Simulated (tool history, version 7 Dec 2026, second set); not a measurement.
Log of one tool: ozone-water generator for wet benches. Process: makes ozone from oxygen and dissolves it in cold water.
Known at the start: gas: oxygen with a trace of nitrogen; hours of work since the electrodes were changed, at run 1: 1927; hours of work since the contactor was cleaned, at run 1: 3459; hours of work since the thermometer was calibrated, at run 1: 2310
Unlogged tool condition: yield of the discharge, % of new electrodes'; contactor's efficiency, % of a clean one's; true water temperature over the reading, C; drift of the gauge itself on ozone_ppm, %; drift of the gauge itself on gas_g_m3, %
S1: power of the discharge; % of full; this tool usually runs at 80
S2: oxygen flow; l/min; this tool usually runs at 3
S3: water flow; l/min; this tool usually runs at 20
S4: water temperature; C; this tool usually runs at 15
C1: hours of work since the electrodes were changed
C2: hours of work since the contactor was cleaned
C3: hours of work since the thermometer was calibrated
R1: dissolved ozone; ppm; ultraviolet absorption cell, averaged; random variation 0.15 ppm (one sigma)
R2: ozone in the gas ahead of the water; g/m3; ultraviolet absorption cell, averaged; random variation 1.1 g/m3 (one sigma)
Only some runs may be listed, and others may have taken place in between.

run    hour   S1    S2  S3  S4    C1    C2    C3    R1     R2
  1       0   80     3  20  15  1927  3459  2310  15.4  175.5
  2    46.9   80     3  20  15  1960  3492  2343    15    175
  3      96   80     3  20  15  1994  3527  2377  15.5  174.7
  4   161.3   80     3  20  15  2040  3573  2423  15.1  174.6
  5   208.9  100     3  20  15  2074  3606  2457  16.9  199.1
  6   245.3   74     3  20  15  2100  3632  2483  14.2  165.5
  7   301.6   74     3  20  15  2139  3672  2522  14.3  164.4
        320  -- contactor cleaned
  8     384   74     3  20  15  2195    45  2578  13.9  165.2
  9   456.1   74     3  20  15  2246    96  2629  13.5  164.1
 10     533   74     3  20  15  2300   150  2683  13.6  162.6
 11   605.6   80     3  20  15  2351   202  2734  14.3  170.9
 12   655.8   80     3  20  15  2386   237  2770  14.2  170.4
 13   705.3   80     3  20  15  2421   272  2804  14.2  170.2
 14   750.2   80     3  20  15  2453   304  2836  14.3  168.6
        792  -- contactor cleaned, once more
 15   796.5   80     3  21  15  2483     3  2866  14.9  169.9
 16     857   80     3  20  15  2526    46  2909    15    169
 17   902.7   80     3  20  15  2558    78  2941  15.1    169
 18   947.8   80  3.27  23   8  2590   110  2973  14.4  161.9
 19   986.2   80  2.34  20   8  2617   137  3000    15  189.5
 20  1051.5   80  2.34  20   8  2663   183  3046    15  187.6
 21  1121.7   55  4.75  17  19  2712   233  3095  13.8  108.9
 22  1156.3   80  3.22  27   9  2737   257  3120  12.1  162.4
 23  1196.9   80  3.22  27   9  2765   286  3149  11.9  159.8
 24  1242.5   97  5.25  28   9  2798   318  3181  14.4  141.7

What does the tool deliver on the next run?
 25  1316.8  57  2.12  28   9  2850  370  3233   ?   ?

{"run 25": {"R1": 8, "R2": 162.8}}
If the tool had no hidden condition, the same run with the same run-to-run variation would have returned R1 9.2 ppm, R2 184.3 g/m3.
